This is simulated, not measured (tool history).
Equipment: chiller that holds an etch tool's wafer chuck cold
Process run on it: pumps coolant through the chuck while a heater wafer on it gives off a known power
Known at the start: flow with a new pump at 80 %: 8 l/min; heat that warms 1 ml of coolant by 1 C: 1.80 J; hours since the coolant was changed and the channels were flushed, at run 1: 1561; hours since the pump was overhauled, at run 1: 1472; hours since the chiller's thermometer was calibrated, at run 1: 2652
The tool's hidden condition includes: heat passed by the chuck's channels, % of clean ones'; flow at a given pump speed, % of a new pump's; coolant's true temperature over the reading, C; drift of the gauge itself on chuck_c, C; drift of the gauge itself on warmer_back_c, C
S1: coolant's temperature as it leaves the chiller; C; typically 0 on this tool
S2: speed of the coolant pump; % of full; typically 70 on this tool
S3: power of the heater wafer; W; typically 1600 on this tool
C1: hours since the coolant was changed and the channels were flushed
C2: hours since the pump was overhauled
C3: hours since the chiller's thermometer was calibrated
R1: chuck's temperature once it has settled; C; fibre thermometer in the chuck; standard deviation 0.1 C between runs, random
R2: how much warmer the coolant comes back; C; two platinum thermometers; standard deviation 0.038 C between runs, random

run	day	S1	S2	S3	C1	C2	C3	R1	R2
1	0	0	70	1600	1561	1472	2652	22.9	7.77
2	1.946	-2	70	1600	1607	1519	2699	21	7.82
3	3.012	-2	70	1600	1633	1544	2725	21	7.75
4	4.896	-2	94	1600	1678	1590	2770	16.3	5.87
5	7.029	-2	94	1600	1729	1641	2821	16.3	5.85
6	9.071	-2	94	1600	1778	1690	2870	16.5	5.92
7	11.462	-2	94	1600	1836	1747	2928	16.5	5.95
8	13.517	-2	94	1600	1885	1796	2977	16.5	5.89
9	15.571	-2	94	1600	1934	1846	3026	16.4	5.89
10	17.504	-2	94	1600	1981	1892	3073	16.6	5.88
11	19.096	-2	94	1600	2019	1930	3111	16.6	5.91
12	20.721	-2	94	1600	2058	1969	3150	16.7	5.97
13	22.825	-2	94	1600	2108	2020	3200	16.8	5.91
14	24.883	-2	94	1536	2158	2069	3250	16.1	5.67
15	27.208	-2	94	1536	2214	2125	3305	16.3	5.73
16	29.058	0	70	1600	2258	2169	3350	23.7	7.89
17	30.708	0	70	1600	2298	2209	3389	23.7	7.88
18	32.096	0	72	1600	2331	2242	3423	23.2	7.65
# day 32.325: chiller's thermometer calibrated
19	34.3	-5	75	1107	2383	2294	47	11.1	5.08
20	35.758	-5	75	1107	2418	2329	82	11.2	5.13
# day 36.425: chiller's thermometer calibrated, once more
21	37.238	-5	75	1107	2452	2364	19	10.1	5.11
22	39.121	5	75	805	2498	2409	65	15.8	3.69
23	41.317	5	75	805	2550	2462	117	16	3.73
24	42.492	-8	83	1036	2578	2490	146	5.2	4.37
25	43.588	-8	83	1036	2605	2516	172	5.2	4.37
26	45.454	-8	83	1036	2650	2561	217	5.3	4.35
27	46.675	-8	84	1134	2679	2590	246	6.5	4.69
28	48.088	-8	68	2234	2713	2624	280	25.4	11.39
29	50.096	0	64	1644	2761	2672	328	25.7	8.92
30	51.821	0	64	1644	2802	2714	369	25.8	8.95
31	54.275	0	65	1600	2861	2773	428	24.9	8.57

Entry by entry between the runs, the difference in hidden state between the last listed run before and the first listed run after:
Logged between run 18 and run 19: chiller's thermometer calibrated (day 32.325)
  heat passed by the chuck's channels, % of clean ones': 94.9 -> 94.7; flow at a given pump speed, % of a new pump's: 96.1 -> 95.9; coolant's true temperature over the reading, C: 0.64 -> 0.91
  what was measured, less what the result would be without the hidden state, R1: +2.3 -> +2.1 C; R2: +0.31 -> +0.21 C
Logged between run 20 and run 21: chiller's thermometer calibrated, once more (day 36.425)
  heat passed by the chuck's channels, % of clean ones': 94.7 -> 94.6; flow at a given pump speed, % of a new pump's: 95.9 -> 95.8; coolant's true temperature over the reading, C: 0.92 -> -0.06
  what was measured, less what the result would be without the hidden state, R1: +2 -> +1.1 C; R2: +0.21 -> +0.21 C
